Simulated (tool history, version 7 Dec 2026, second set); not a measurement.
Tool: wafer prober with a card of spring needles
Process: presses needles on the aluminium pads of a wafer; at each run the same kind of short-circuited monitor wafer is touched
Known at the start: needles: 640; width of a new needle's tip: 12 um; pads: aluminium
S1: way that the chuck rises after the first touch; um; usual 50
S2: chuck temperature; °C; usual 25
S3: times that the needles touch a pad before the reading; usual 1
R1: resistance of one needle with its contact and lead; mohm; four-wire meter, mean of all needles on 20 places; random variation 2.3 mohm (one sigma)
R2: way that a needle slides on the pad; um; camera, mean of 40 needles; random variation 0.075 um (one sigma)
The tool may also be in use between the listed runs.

run	hour	S1	S2	S3	R1	R2
1	0	50	25	1	302	6.5
# hour 3.8: tips cleaned on abrasive film
# hour 11.4: tips cleaned on abrasive film
# hour 19: tips cleaned on abrasive film
# hour 28.5: tips cleaned on abrasive film
# hour 36: tips cleaned on abrasive film
# hour 43.6: tips cleaned on abrasive film
# hour 53.1: tips cleaned on abrasive film
# hour 60.7: tips cleaned on abrasive film
2	67.1	50	25	1	310	6.32
# hour 69: tips cleaned on abrasive film
# hour 76.6: tips cleaned on abrasive film
# hour 84.2: tips cleaned on abrasive film
# hour 93.7: tips cleaned on abrasive film
# hour 101.2: tips cleaned on abrasive film
# hour 110.7: tips cleaned on abrasive film
3	114.2	34	25	1	347	4.11
# hour 120: tips cleaned on abrasive film
# hour 127.5: tips cleaned on abrasive film
# hour 135.1: tips cleaned on abrasive film
# hour 144.6: tips cleaned on abrasive film
# hour 154: tips cleaned on abrasive film
# hour 158.1: height of the first contact set anew
# hour 161.9: tips cleaned on abrasive film
# hour 171.4: tips cleaned on abrasive film
# hour 178.9: tips cleaned on abrasive film
# hour 188.4: tips cleaned on abrasive film
4	193.9	50	25	1	309	6.69
# hour 197.7: tips cleaned on abrasive film
# hour 205.3: tips cleaned on abrasive film
# hour 212.9: tips cleaned on abrasive film
# hour 222.4: tips cleaned on abrasive film
# hour 231.8: tips cleaned on abrasive film
# hour 241.3: tips cleaned on abrasive film
# hour 250.7: tips cleaned on abrasive film
5	256.9	50	25	1	308	6.65
# hour 258.9: tips cleaned on abrasive film
# hour 266.5: tips cleaned on abrasive film
# hour 275.9: tips cleaned on abrasive film
# hour 285.4: tips cleaned on abrasive film
# hour 293: tips cleaned on abrasive film
# hour 302.4: tips cleaned on abrasive film
# hour 310: tips cleaned on abrasive film
# hour 319.4: tips cleaned on abrasive film
# hour 328.9: tips cleaned on abrasive film
# hour 338.4: tips cleaned on abrasive film
6	344.5	50	25	1	315	6.55
# hour 346.4: tips cleaned on abrasive film
# hour 354: tips cleaned on abrasive film
# hour 361.6: tips cleaned on abrasive film
# hour 371.1: tips cleaned on abrasive film
# hour 380.5: tips cleaned on abrasive film
7	382.1	50	25	1	285	6.45
# hour 389.7: tips cleaned on abrasive film
# hour 399.1: tips cleaned on abrasive film
# hour 408.6: tips cleaned on abrasive film
# hour 416.2: tips cleaned on abrasive film
# hour 425.6: tips cleaned on abrasive film
# hour 435.1: tips cleaned on abrasive film
# hour 442.7: tips cleaned on abrasive film
# hour 450.2: tips cleaned on abrasive film
8	456.3	50	25	2	298	6.26
# hour 458.3: tips cleaned on abrasive film
# hour 467.8: tips cleaned on abrasive film
# hour 475.3: tips cleaned on abrasive film
# hour 484.8: tips cleaned on abrasive film
# hour 492.4: tips cleaned on abrasive film
# hour 500: tips cleaned on abrasive film
# hour 509.4: tips cleaned on abrasive film
9	514.2	50	25	2	293	6.47
# hour 518: tips cleaned on abrasive film
# hour 527.5: tips cleaned on abrasive film
# hour 536.9: tips cleaned on abrasive film
# hour 546.4: tips cleaned on abrasive film
# hour 554: tips cleaned on abrasive film
10	560.3	50	25	1	330	6.24
# hour 562.3: tips cleaned on abrasive film
# hour 571.8: tips cleaned on abrasive film
# hour 581.2: tips cleaned on abrasive film
# hour 588.8: tips cleaned on abrasive film
# hour 594.7: height of the first contact set anew
# hour 596.7: tips cleaned on abrasive film
# hour 606.1: tips cleaned on abrasive film
# hour 613.7: tips cleaned on abrasive film
# hour 621.3: tips cleaned on abrasive film
# hour 630.7: tips cleaned on abrasive film
# hour 638.3: tips cleaned on abrasive film
11	643.3	50	25	1	305	6.58
# hour 647.2: tips cleaned on abrasive film
# hour 656.6: tips cleaned on abrasive film
# hour 664.2: tips cleaned on abrasive film
# hour 673.6: tips cleaned on abrasive film
# hour 683.1: tips cleaned on abrasive film
# hour 692.6: tips cleaned on abrasive film
# hour 702: tips cleaned on abrasive film
# hour 709.6: tips cleaned on abrasive film
12	716.2	36	41	2	338	4.68
# hour 718.2: tips cleaned on abrasive film
# hour 727.7: tips cleaned on abrasive film
# hour 735.2: tips cleaned on abrasive film
# hour 742.8: tips cleaned on abrasive film
# hour 752.3: tips cleaned on abrasive film
# hour 761.7: tips cleaned on abrasive film
# hour 769.3: tips cleaned on abrasive film
# hour 778.8: tips cleaned on abrasive film
# hour 786.5: tips cleaned on abrasive film
13	786.5	35	65	2	278	4.53
# hour 796: tips cleaned on abrasive film
# hour 805.4: tips cleaned on abrasive film
# hour 813: tips cleaned on abrasive film
# hour 822.5: tips cleaned on abrasive film
# hour 831.9: tips cleaned on abrasive film
# hour 841.4: tips cleaned on abrasive film
# hour 849: tips cleaned on abrasive film
# hour 858.4: tips cleaned on abrasive film
# hour 866: tips cleaned on abrasive film
14	869	35	65	2	316	4.54
# hour 874.7: tips cleaned on abrasive film
# hour 882.3: tips cleaned on abrasive film
# hour 889.9: tips cleaned on abrasive film
# hour 899.3: tips cleaned on abrasive film
# hour 906.9: tips cleaned on abrasive film
# hour 914.5: tips cleaned on abrasive film
# hour 924: tips cleaned on abrasive film
# hour 933.4: tips cleaned on abrasive film
# hour 942.9: tips cleaned on abrasive film
# hour 950.4: tips cleaned on abrasive film
15	951.4	57	27	1	273	7.23
# hour 959: tips cleaned on abrasive film
# hour 966.6: tips cleaned on abrasive film
# hour 976.1: tips cleaned on abrasive film
# hour 983.6: tips cleaned on abrasive film
# hour 993.1: tips cleaned on abrasive film
# hour 1002.5: tips cleaned on abrasive film
# hour 1010.1: tips cleaned on abrasive film
16	1015.4	51	72	2	311	6.42
# hour 1019.2: tips cleaned on abrasive film
# hour 1026.8: tips cleaned on abrasive film
# hour 1030.8: height of the first contact set anew
# hour 1036.6: tips cleaned on abrasive film
# hour 1044.1: tips cleaned on abrasive film
# hour 1053.6: tips cleaned on abrasive film
# hour 1065.6: card fitted with new needles
# hour 1073.2: tips cleaned on abrasive film
17	1074.2	55	121	1	289	7.33
# hour 1081.8: tips cleaned on abrasive film
# hour 1091.3: tips cleaned on abrasive film
# hour 1100.7: tips cleaned on abrasive film
# hour 1108.3: tips cleaned on abrasive film
# hour 1117.8: tips cleaned on abrasive film
# hour 1127.2: tips cleaned on abrasive film
# hour 1136.7: tips cleaned on abrasive film
18	1141.7	50	93	1	312	6.71
# hour 1145.6: tips cleaned on abrasive film
# hour 1153.1: tips cleaned on abrasive film
# hour 1162.6: tips cleaned on abrasive film
# hour 1170.2: tips cleaned on abrasive film
# hour 1179.6: tips cleaned on abrasive film
# hour 1189.1: tips cleaned on abrasive film
# hour 1198.5: tips cleaned on abrasive film
# hour 1208: tips cleaned on abrasive film
19	1215.3	50	93	1	321	6.64
# hour 1217.3: tips cleaned on abrasive film
# hour 1224.9: tips cleaned on abrasive film
# hour 1234.3: tips cleaned on abrasive film
# hour 1241.9: tips cleaned on abrasive film
# hour 1251.4: tips cleaned on abrasive film
# hour 1258.9: tips cleaned on abrasive film
# hour 1266.5: tips cleaned on abrasive film
# hour 1276: tips cleaned on abrasive film
# hour 1285.4: tips cleaned on abrasive film
# hour 1293: tips cleaned on abrasive film
20	1297.5	35	93	1	355	4.47

Forecast each of these 4 alternatives for the next run:
# hour 1301.3: tips cleaned on abrasive film
# hour 1308.9: tips cleaned on abrasive film
# hour 1318.3: tips cleaned on abrasive film
# hour 1325.9: tips cleaned on abrasive film
# hour 1333.5: tips cleaned on abrasive film
# hour 1343: tips cleaned on abrasive film
A	1343.8	40	96	2	?	?
# hour 1301.3: tips cleaned on abrasive film
# hour 1308.9: tips cleaned on abrasive film
# hour 1318.3: tips cleaned on abrasive film
# hour 1325.9: tips cleaned on abrasive film
# hour 1333.5: tips cleaned on abrasive film
# hour 1343: tips cleaned on abrasive film
B	1343.8	36	37	1	?	?
# hour 1301.3: tips cleaned on abrasive film
# hour 1308.9: tips cleaned on abrasive film
# hour 1318.3: tips cleaned on abrasive film
# hour 1325.9: tips cleaned on abrasive film
# hour 1333.5: tips cleaned on abrasive film
# hour 1343: tips cleaned on abrasive film
C	1343.8	50	25	3	?	?
# hour 1301.3: tips cleaned on abrasive film
# hour 1308.9: tips cleaned on abrasive film
# hour 1318.3: tips cleaned on abrasive film
# hour 1325.9: tips cleaned on abrasive film
# hour 1333.5: tips cleaned on abrasive film
# hour 1343: tips cleaned on abrasive film
D	1343.8	52	34	1	?	?

run	R1	R2
A	294	5.09
B	293	4.44
C	261	6.39
D	274	6.63
Without the tool's hidden state the same runs would have given:
run	R1	R2
A	279	5.39
B	261	4.74
C	254	6.7
D	257	6.94
